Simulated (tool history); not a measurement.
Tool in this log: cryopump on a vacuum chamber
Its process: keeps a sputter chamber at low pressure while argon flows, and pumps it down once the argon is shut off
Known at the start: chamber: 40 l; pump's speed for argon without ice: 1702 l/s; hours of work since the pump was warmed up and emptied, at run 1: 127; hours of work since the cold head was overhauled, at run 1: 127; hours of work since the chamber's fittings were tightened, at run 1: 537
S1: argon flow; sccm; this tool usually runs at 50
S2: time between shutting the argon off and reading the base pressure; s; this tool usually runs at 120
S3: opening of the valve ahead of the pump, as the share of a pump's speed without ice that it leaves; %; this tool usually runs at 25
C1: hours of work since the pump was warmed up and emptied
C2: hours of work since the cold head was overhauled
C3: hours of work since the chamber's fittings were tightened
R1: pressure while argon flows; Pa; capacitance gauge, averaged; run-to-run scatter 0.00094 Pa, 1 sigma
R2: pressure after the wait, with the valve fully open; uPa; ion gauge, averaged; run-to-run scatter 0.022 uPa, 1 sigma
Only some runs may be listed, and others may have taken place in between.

run,hour,S1,S2,S3,C1,C2,C3,R1,R2
1,0,50,120,25,127,127,537,0.2008,0.71
2,11.7,50,120,25,132,132,542,0.2016,0.7
3,24.6,50,120,41,137,137,547,0.1223,0.76
4,38.1,50,120,41,143,143,553,0.1235,0.76
5,47.6,29,120,25,147,147,557,0.1177,0.73
6,59.5,50,120,25,152,152,562,0.2007,0.75
7,73.5,50,120,24,158,158,568,0.2083,0.69
8,82.4,42,120,24,162,162,572,0.1746,0.68
9,95.9,73,120,25,168,168,578,0.2944,0.76
10,113,33,52,41,175,175,585,0.0811,1.26
11,121.2,78,41,35,179,179,589,0.2247,1.59
12,138.7,50,183,25,186,186,596,0.1992,0.55
13,150.8,44,125,25,192,192,601,0.1763,0.7
14,158.8,50,145,32,195,195,605,0.1572,0.66
15,171.4,53,145,18,200,200,610,0.2935,0.67
16,190.3,53,145,18,209,209,618,0.2954,0.67
17,206.2,43,36,45,215,215,625,0.0968,1.7
18,217.8,43,36,45,220,220,630,0.0975,1.79

What if the next run were any one of these 3? Each begins from the tool's condition after run 18:
A,236.5,21,58,45,228,228,638,?,?
B,236.5,45,189,25,228,228,638,?,?
C,236.5,34,36,20,228,228,638,?,?

run,R1,R2
A,0.0472,1.19
B,0.1808,0.55
C,0.1706,1.75
With the hidden condition removed and each run's random variation left untouched, the same runs would have given:
run,R1,R2
A,0.0462,1.09
B,0.1787,0.44
C,0.1691,1.65
